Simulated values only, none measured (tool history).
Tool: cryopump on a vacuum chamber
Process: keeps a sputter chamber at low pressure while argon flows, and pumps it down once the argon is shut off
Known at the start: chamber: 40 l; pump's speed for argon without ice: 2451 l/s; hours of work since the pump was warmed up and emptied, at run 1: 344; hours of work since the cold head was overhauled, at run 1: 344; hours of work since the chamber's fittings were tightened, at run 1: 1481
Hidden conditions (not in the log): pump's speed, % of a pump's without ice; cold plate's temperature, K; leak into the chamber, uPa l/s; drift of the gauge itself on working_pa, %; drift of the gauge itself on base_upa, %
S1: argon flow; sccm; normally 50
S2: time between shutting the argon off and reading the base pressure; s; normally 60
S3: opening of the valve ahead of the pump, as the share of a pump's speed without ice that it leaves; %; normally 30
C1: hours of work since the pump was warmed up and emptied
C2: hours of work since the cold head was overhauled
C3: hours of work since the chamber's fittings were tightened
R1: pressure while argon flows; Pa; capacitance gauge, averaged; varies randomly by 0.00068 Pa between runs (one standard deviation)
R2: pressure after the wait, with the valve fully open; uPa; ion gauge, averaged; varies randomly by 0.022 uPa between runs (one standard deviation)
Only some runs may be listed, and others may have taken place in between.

run 1 hour=0 | S1=50 S2=60 S3=30 | C1=344 C2=344 C3=1481 | R1=0.1173 R2=0.71
run 2 hour=12.2 | S1=50 S2=60 S3=30 | C1=350 C2=350 C3=1486 | R1=0.1171 R2=0.69
run 3 hour=23.6 | S1=50 S2=60 S3=30 | C1=355 C2=355 C3=1492 | R1=0.1181 R2=0.72
run 4 hour=45.2 | S1=50 S2=60 S3=16 | C1=365 C2=365 C3=1501 | R1=0.2178 R2=0.72
run 5 hour=57.9 | S1=50 S2=60 S3=16 | C1=370 C2=370 C3=1507 | R1=0.2177 R2=0.71
run 6 hour=76.9 | S1=50 S2=60 S3=16 | C1=379 C2=379 C3=1516 | R1=0.2185 R2=0.76
run 7 hour=87.4 | S1=50 S2=60 S3=16 | C1=384 C2=384 C3=1520 | R1=0.2191 R2=0.76
run 8 hour=105.3 | S1=50 S2=60 S3=16 | C1=392 C2=392 C3=1528 | R1=0.2195 R2=0.75
run 9 hour=114.4 | S1=50 S2=60 S3=16 | C1=396 C2=396 C3=1532 | R1=0.2174 R2=0.74
run 10 hour=125.3 | S1=50 S2=60 S3=16 | C1=401 C2=401 C3=1537 | R1=0.2187 R2=0.69
run 11 hour=145.3 | S1=50 S2=60 S3=30 | C1=410 C2=410 C3=1546 | R1=0.1184 R2=0.71
run 12 hour=166.5 | S1=50 S2=60 S3=30 | C1=419 C2=419 C3=1556 | R1=0.1185 R2=0.73
run 13 hour=182.7 | S1=50 S2=60 S3=30 | C1=427 C2=427 C3=1563 | R1=0.1184 R2=0.75
run 14 hour=200.4 | S1=50 S2=60 S3=30 | C1=435 C2=435 C3=1571 | R1=0.1191 R2=0.74
run 15 hour=210.8 | S1=34 S2=254 S3=23 | C1=439 C2=439 C3=1576 | R1=0.1056 R2=0.38
run 16 hour=224.2 | S1=34 S2=254 S3=23 | C1=445 C2=445 C3=1582 | R1=0.1046 R2=0.4
run 17 hour=235.3 | S1=34 S2=254 S3=23 | C1=450 C2=450 C3=1587 | R1=0.1047 R2=0.38
run 18 hour=253.4 | S1=78 S2=254 S3=30 | C1=459 C2=459 C3=1595 | R1=0.186 R2=0.41
run 19 hour=262.6 | S1=57 S2=146 S3=30 | C1=463 C2=463 C3=1599 | R1=0.1356 R2=0.42
run 20 hour=284.5 | S1=21 S2=87 S3=23 | C1=473 C2=473 C3=1609 | R1=0.0648 R2=0.6
run 21 hour=300.5 | S1=21 S2=87 S3=23 | C1=480 C2=480 C3=1616 | R1=0.0649 R2=0.58
run 22 hour=314.5 | S1=21 S2=87 S3=23 | C1=486 C2=486 C3=1623 | R1=0.0643 R2=0.58
run 23 hour=334.5 | S1=21 S2=87 S3=23 | C1=495 C2=495 C3=1632 | R1=0.065 R2=0.63
run 24 hour=345.2 | S1=21 S2=87 S3=23 | C1=500 C2=500 C3=1637 | R1=0.0651 R2=0.59

Branching from run 24: 5 alternative next runs. What would each branch give?
run A hour=356.4 | S1=50 S2=256 S3=30 | C1=505 C2=505 C3=1642 | R1=? R2=?
run B hour=356.4 | S1=29 S2=87 S3=23 | C1=505 C2=505 C3=1642 | R1=? R2=?
run C hour=356.4 | S1=34 S2=87 S3=23 | C1=505 C2=505 C3=1642 | R1=? R2=?
run D hour=356.4 | S1=52 S2=77 S3=23 | C1=505 C2=505 C3=1642 | R1=? R2=?
run E hour=356.4 | S1=21 S2=148 S3=23 | C1=505 C2=505 C3=1642 | R1=? R2=?

run=A R1=0.1187 R2=0.4
run=B R1=0.0897 R2=0.62
run=C R1=0.1051 R2=0.59
run=D R1=0.1608 R2=0.66
run=E R1=0.0646 R2=0.48
Without the tool's hidden state the same runs would have given:
run=A R1=0.1145 R2=0.22
run=B R1=0.0873 R2=0.44
run=C R1=0.1023 R2=0.42
run=D R1=0.1564 R2=0.48
run=E R1=0.0628 R2=0.31
